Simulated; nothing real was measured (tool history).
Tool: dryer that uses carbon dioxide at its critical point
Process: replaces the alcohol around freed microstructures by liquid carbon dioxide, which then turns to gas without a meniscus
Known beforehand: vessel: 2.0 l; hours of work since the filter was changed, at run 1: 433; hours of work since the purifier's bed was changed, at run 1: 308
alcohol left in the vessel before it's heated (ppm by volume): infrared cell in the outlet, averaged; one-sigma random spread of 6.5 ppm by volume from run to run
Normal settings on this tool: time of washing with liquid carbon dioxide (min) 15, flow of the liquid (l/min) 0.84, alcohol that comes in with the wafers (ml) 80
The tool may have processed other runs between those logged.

| run | hour | time of washing with liquid carbon dioxide (min) | flow of the liquid (l/min) | alcohol that comes in with the wafers (ml) | hours of work since the filter was changed | hours of work since the purifier's bed was changed | alcohol left in the vessel before it's heated (ppm by volume) |
|---|---|---|---|---|---|---|---|
| 1 | 0 | 15 | 0.84 | 80 | 433 | 308 | 630 |
|  | 12.3 | inlet filter changed |
| 2 | 58.7 | 15 | 0.84 | 80 | 37 | 354 | 452 |
| 3 | 101.8 | 15 | 0.84 | 80 | 70 | 388 | 490 |
| 4 | 162.5 | 15 | 0.84 | 80 | 118 | 435 | 532 |
| 5 | 220.7 | 15 | 0.84 | 80 | 164 | 481 | 553 |
| 6 | 275.2 | 15 | 0.662 | 80 | 207 | 524 | 1222 |
| 7 | 326.5 | 15 | 0.662 | 80 | 247 | 564 | 1269 |
| 8 | 365.5 | 15 | 0.662 | 80 | 278 | 595 | 1295 |
|  | 379.4 | purifier's bed changed |
| 9 | 423.7 | 15 | 0.662 | 80 | 322 | 35 | 1133 |
| 10 | 466.4 | 15 | 0.662 | 80 | 355 | 69 | 1192 |
| 11 | 528.7 | 15 | 0.84 | 80 | 404 | 118 | 513 |
|  | 576.1 | inlet filter changed |
| 12 | 593.4 | 16 | 0.84 | 80 | 14 | 168 | 276 |
| 13 | 623.3 | 23 | 0.847 | 23 | 37 | 191 | 95 |
| 14 | 649.8 | 23 | 0.847 | 23 | 58 | 212 | 109 |
| 15 | 690.1 | 18 | 0.58 | 40 | 90 | 244 | 490 |
| 16 | 718 | 17 | 0.676 | 33 | 112 | 266 | 314 |
| 17 | 770.6 | 17 | 0.676 | 33 | 153 | 307 | 347 |
| 18 | 827.1 | 17 | 0.676 | 33 | 198 | 352 | 385 |
| 19 | 886 | 17 | 0.676 | 33 | 244 | 398 | 415 |
| 20 | 940.8 | 16 | 0.676 | 33 | 287 | 441 | 532 |
| 21 | 997.3 | 17 | 0.874 | 70 | 331 | 486 | 375 |
| 22 | 1037.1 | 16 | 0.869 | 31 | 363 | 517 | 329 |
| 23 | 1095.7 | 16 | 0.869 | 31 | 409 | 563 | 355 |

Below, each run's measurement less what the same run would have read without the hidden state. Both values contain the same run-to-run variation, but the gauge's scatter may not be the same in both:
The tool's hidden condition here consists of: flow that reaches the vessel past the clogged filter, %; alcohol in the recycled carbon dioxide, ppm; drift of the gauge itself on alcohol_ppm, %.
| run | alcohol left in the vessel before it's heated (ppm by volume) |
|---|---|
| 1 | +346 |
| 2 | +170 |
| 3 | +203 |
| 4 | +246 |
| 5 | +275 |
| 6 | +410 |
| 7 | +464 |
| 8 | +502 |
| 9 | +318 |
| 10 | +371 |
| 11 | +235 |
| 12 | +78 |
| 13 | +83 |
| 14 | +92 |
| 15 | +143 |
| 16 | +136 |
| 17 | +169 |
| 18 | +198 |
| 19 | +234 |
| 20 | +282 |
| 21 | +274 |
| 22 | +263 |
| 23 | +286 |
